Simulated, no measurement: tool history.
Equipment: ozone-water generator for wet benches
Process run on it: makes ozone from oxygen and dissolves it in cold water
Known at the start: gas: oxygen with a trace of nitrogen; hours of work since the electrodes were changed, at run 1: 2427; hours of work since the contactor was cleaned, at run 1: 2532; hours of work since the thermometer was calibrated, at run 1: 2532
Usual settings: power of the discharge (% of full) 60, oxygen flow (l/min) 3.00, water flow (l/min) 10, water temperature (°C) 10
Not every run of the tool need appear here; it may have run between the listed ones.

| run | hour | power of the discharge (% of full) | oxygen flow (l/min) | water flow (l/min) | water temperature (°C) | hours of work since the electrodes were changed | hours of work since the contactor was cleaned | hours of work since the thermometer was calibrated | dissolved ozone (ppm) | ozone in the gas ahead of the water (g/m3) |
|---|---|---|---|---|---|---|---|---|---|---|
| 1 | 0.0 | 60 | 3.00 | 10 | 10 | 2427 | 2532 | 2532 | 27.2 | 234.0 |
| 2 | 87.5 | 52 | 3.00 | 10 | 10 | 2496 | 2601 | 2601 | 24.8 | 213.2 |
| 3 | 151.8 | 52 | 3.00 | 10 | 10 | 2546 | 2651 | 2651 | 25.4 | 212.7 |
| 4 | 277.6 | 52 | 3.00 | 10 | 10 | 2645 | 2750 | 2750 | 25.3 | 210.8 |
| 5 | 418.3 | 60 | 3.00 | 10 | 10 | 2755 | 2860 | 2860 | 27.2 | 229.4 |
| 6 | 567.8 | 60 | 3.00 | 10 | 10 | 2872 | 2977 | 2977 | 27.2 | 230.5 |
| 7 | 707.0 | 60 | 3.00 | 10 | 9 | 2981 | 3086 | 3086 | 27.8 | 230.5 |
| 8 | 814.7 | 60 | 3.00 | 14 | 10 | 3066 | 3171 | 3171 | 20.1 | 229.2 |
| 9 | 913.9 | 60 | 3.00 | 14 | 10 | 3143 | 3248 | 3248 | 20.0 | 228.5 |
| 10 | 1041.9 | 60 | 3.00 | 14 | 10 | 3244 | 3349 | 3349 | 20.0 | 227.6 |
| 11 | 1122.1 | 60 | 3.00 | 14 | 10 | 3307 | 3412 | 3412 | 20.1 | 228.7 |
| 12 | 1197.7 | 60 | 3.00 | 7 | 10 | 3366 | 3471 | 3471 | 35.3 | 228.5 |
| 13 | 1350.7 | 75 | 3.00 | 7 | 10 | 3486 | 3591 | 3591 | 40.4 | 260.6 |
| 14 | 1457.4 | 60 | 3.00 | 9 | 10 | 3569 | 3674 | 3674 | 29.4 | 227.1 |
| 15 | 1542.3 | 47 | 3.54 | 9 | 10 | 3636 | 3741 | 3741 | 26.1 | 188.1 |
| 16 | 1613.3 | 71 | 4.65 | 9 | 10 | 3692 | 3797 | 3797 | 34.7 | 221.2 |
| 17 | 1720.1 | 56 | 2.07 | 9 | 10 | 3775 | 3880 | 3880 | 25.1 | 242.9 |
| 18 | 1861.9 | 67 | 3.00 | 10 | 12 | 3886 | 3991 | 3991 | 27.6 | 241.6 |
|  | 1936.0 | water thermometer calibrated |
|  | 1951.5 | contactor cleaned |
| 19 | 1961.5 | 42 | 3.00 | 10 | 15 | 3961 | 8 | 17 | 20.9 | 187.1 |
| 20 | 2076.3 | 42 | 1.90 | 7 | 14 | 4051 | 98 | 107 | 24.9 | 214.1 |
| 21 | 2192.3 | 52 | 1.90 | 12 | 14 | 4142 | 189 | 198 | 17.7 | 244.2 |
| 22 | 2298.3 | 52 | 1.90 | 12 | 14 | 4225 | 272 | 281 | 17.6 | 240.6 |
| 23 | 2427.9 | 52 | 1.90 | 12 | 14 | 4326 | 373 | 382 | 17.6 | 242.8 |
| 24 | 2563.7 | 60 | 4.00 | 10 | 5 | 4433 | 480 | 489 | 31.4 | 207.8 |
| 25 | 2646.7 | 60 | 4.10 | 10 | 10 | 4498 | 545 | 554 | 29.2 | 203.8 |
| 26 | 2753.8 | 50 | 3.00 | 16 | 14 | 4582 | 629 | 638 | 15.5 | 205.0 |
| 27 | 2895.4 | 59 | 3.00 | 6 | 10 | 4693 | 740 | 749 | 39.5 | 223.6 |

4 ways to go on from here, each from the tool as it stands after run 27. What would each give?
| A | 2988.3 | 96 | 1.60 | 11 | 10 | 4766 | 813 | 822 | ? | ? |
| B | 2988.3 | 60 | 3.00 | 9 | 10 | 4766 | 813 | 822 | ? | ? |
| C | 2988.3 | 69 | 2.14 | 6 | 10 | 4766 | 813 | 822 | ? | ? |
| D | 2988.3 | 59 | 3.38 | 7 | 10 | 4766 | 813 | 822 | ? | ? |

| run | dissolved ozone (ppm) | ozone in the gas ahead of the water (g/m3) |
|---|---|---|
| A | 26.0 | 359.0 |
| B | 29.6 | 224.9 |
| C | 39.7 | 269.6 |
| D | 35.7 | 215.5 |
The same runs, with their run-to-run variation unchanged, on a tool lacking any hidden condition would have given:
| run | dissolved ozone (ppm) | ozone in the gas ahead of the water (g/m3) |
|---|---|---|
| A | 28.0 | 383.5 |
| B | 31.4 | 236.7 |
| C | 42.3 | 285.0 |
| D | 37.8 | 226.7 |
